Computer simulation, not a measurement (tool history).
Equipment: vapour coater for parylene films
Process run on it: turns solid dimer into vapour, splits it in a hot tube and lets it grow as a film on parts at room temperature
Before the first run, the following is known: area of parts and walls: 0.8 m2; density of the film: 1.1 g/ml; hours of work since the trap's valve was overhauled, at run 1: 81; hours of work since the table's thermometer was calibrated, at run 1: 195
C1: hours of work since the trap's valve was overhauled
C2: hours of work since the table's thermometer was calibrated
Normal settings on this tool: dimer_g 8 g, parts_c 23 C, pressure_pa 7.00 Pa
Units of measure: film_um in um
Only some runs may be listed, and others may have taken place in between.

{"run": 1, "day": 0.0, "dimer_g": 8, "parts_c": 23, "pressure_pa": 7.0, "C1": 81, "C2": 195, "film_um": 5.8}
{"run": 2, "day": 0.4, "dimer_g": 8, "parts_c": 23, "pressure_pa": 7.0, "C1": 90, "C2": 203, "film_um": 5.78}
{"run": 3, "day": 0.771, "dimer_g": 8, "parts_c": 23, "pressure_pa": 7.0, "C1": 97, "C2": 210, "film_um": 5.82}
{"run": 4, "day": 1.133, "dimer_g": 8, "parts_c": 23, "pressure_pa": 7.0, "C1": 104, "C2": 218, "film_um": 5.83}
{"run": 5, "day": 1.596, "dimer_g": 8, "parts_c": 23, "pressure_pa": 7.0, "C1": 114, "C2": 227, "film_um": 5.78}
{"run": 6, "day": 2.142, "dimer_g": 8, "parts_c": 23, "pressure_pa": 7.0, "C1": 125, "C2": 238, "film_um": 5.77}
{"run": 7, "day": 2.762, "dimer_g": 8, "parts_c": 23, "pressure_pa": 7.0, "C1": 137, "C2": 250, "film_um": 5.8}
{"run": 8, "day": 3.492, "dimer_g": 8, "parts_c": 23, "pressure_pa": 7.0, "C1": 152, "C2": 265, "film_um": 5.78}
{"run": 9, "day": 4.067, "dimer_g": 8, "parts_c": 22, "pressure_pa": 6.46, "C1": 163, "C2": 277, "film_um": 6.05}
{"run": 10, "day": 4.779, "dimer_g": 8, "parts_c": 22, "pressure_pa": 6.46, "C1": 178, "C2": 291, "film_um": 6.0}

The same runs without the tool's hidden state, with the same run-to-run variation:
The tool's hidden condition here consists of: vapour lost through the trap's worn valve, %; true temperature of the parts over the reading, C; drift of the gauge itself on film_um, %.
run=1 film_um=5.88
run=2 film_um=5.87
run=3 film_um=5.93
run=4 film_um=5.94
run=5 film_um=5.91
run=6 film_um=5.91
run=7 film_um=5.96
run=8 film_um=5.96
run=9 film_um=6.26
run=10 film_um=6.23

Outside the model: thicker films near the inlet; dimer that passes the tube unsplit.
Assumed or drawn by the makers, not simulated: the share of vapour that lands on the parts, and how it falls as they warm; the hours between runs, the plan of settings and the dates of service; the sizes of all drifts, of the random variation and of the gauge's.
